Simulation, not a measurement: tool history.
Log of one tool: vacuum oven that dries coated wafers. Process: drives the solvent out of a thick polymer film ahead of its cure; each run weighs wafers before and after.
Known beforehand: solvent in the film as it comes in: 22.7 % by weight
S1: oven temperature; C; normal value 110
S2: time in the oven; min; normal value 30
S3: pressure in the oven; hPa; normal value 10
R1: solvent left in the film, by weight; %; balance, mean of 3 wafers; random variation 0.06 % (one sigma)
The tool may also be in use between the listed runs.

{"run": 1, "hour": 0.0, "S1": 110, "S2": 30, "S3": 10, "R1": 3.38}
{"run": 2, "hour": 29.2, "S1": 110, "S2": 30, "S3": 10, "R1": 3.33}
{"run": 3, "hour": 58.6, "S1": 110, "S2": 41, "S3": 10, "R1": 2.25}
{"run": 4, "hour": 77.7, "S1": 110, "S2": 30, "S3": 10, "R1": 3.48}
{"run": 5, "hour": 96.4, "S1": 110, "S2": 30, "S3": 10, "R1": 3.38}
{"run": 6, "hour": 127.3, "S1": 110, "S2": 30, "S3": 10, "R1": 3.43}
{"run": 7, "hour": 154.0, "S1": 110, "S2": 30, "S3": 10, "R1": 3.36}
{"run": 8, "hour": 176.1, "S1": 110, "S2": 30, "S3": 10, "R1": 3.4}
{"run": 9, "hour": 202.1, "S1": 110, "S2": 30, "S3": 6.3, "R1": 3.22}
{"run": 10, "hour": 227.4, "S1": 110, "S2": 30, "S3": 10, "R1": 3.54}
{"run": 11, "hour": 258.4, "S1": 110, "S2": 30, "S3": 10, "R1": 3.56}
{"run": 12, "hour": 288.7, "S1": 110, "S2": 53, "S3": 10, "R1": 1.48}
{"run": 13, "hour": 320.4, "S1": 110, "S2": 53, "S3": 10, "R1": 1.51}
{"run": 14, "hour": 343.3, "S1": 110, "S2": 30, "S3": 10, "R1": 3.52}
{"run": 15, "hour": 369.8, "S1": 110, "S2": 30, "S3": 10, "R1": 3.49}
{"run": 16, "hour": 401.5, "S1": 116, "S2": 18, "S3": 12, "R1": 4.55}
{"run": 17, "hour": 430.0, "S1": 112, "S2": 27, "S3": 18.3, "R1": 4.04}
{"run": 18, "hour": 460.7, "S1": 110, "S2": 30, "S3": 8.2, "R1": 3.46}
{"run": 19, "hour": 493.0, "S1": 98, "S2": 43, "S3": 11.3, "R1": 5.55}
{"run": 20, "hour": 507.2, "S1": 110, "S2": 18, "S3": 10, "R1": 6.59}
{"run": 21, "hour": 530.2, "S1": 110, "S2": 30, "S3": 7.2, "R1": 3.46}
{"run": 22, "hour": 545.1, "S1": 110, "S2": 30, "S3": 7.2, "R1": 3.36}
{"run": 23, "hour": 576.2, "S1": 110, "S2": 53, "S3": 13, "R1": 1.74}
{"run": 24, "hour": 604.2, "S1": 106, "S2": 30, "S3": 24.5, "R1": 6.02}
{"run": 25, "hour": 624.3, "S1": 104, "S2": 36, "S3": 25.4, "R1": 5.84}
{"run": 26, "hour": 643.8, "S1": 121, "S2": 26, "S3": 7.3, "R1": 1.49}
{"run": 27, "hour": 673.1, "S1": 121, "S2": 26, "S3": 7.3, "R1": 1.5}

Difference, measured minus no-hidden-state, one row per run. Run-to-run variation is common to both terms; the gauge's own scatter need not be:
Hidden state present: true wafer temperature over the reading, C; true pressure over the reading, kPa; drift of the gauge itself on solvent_pct, %.
run=1 R1=+0.08
run=2 R1=+0.09
run=3 R1=+0.08
run=4 R1=+0.1
run=5 R1=+0.1
run=6 R1=+0.11
run=7 R1=+0.12
run=8 R1=+0.12
run=9 R1=+0.13
run=10 R1=+0.14
run=11 R1=+0.15
run=12 R1=+0.1
run=13 R1=+0.1
run=14 R1=+0.17
run=15 R1=+0.18
run=16 R1=+0.19
run=17 R1=+0.19
run=18 R1=+0.2
run=19 R1=+0.28
run=20 R1=+0.25
run=21 R1=+0.23
run=22 R1=+0.23
run=23 R1=+0.14
run=24 R1=+0.3
run=25 R1=+0.31
run=26 R1=+0.15
run=27 R1=+0.15

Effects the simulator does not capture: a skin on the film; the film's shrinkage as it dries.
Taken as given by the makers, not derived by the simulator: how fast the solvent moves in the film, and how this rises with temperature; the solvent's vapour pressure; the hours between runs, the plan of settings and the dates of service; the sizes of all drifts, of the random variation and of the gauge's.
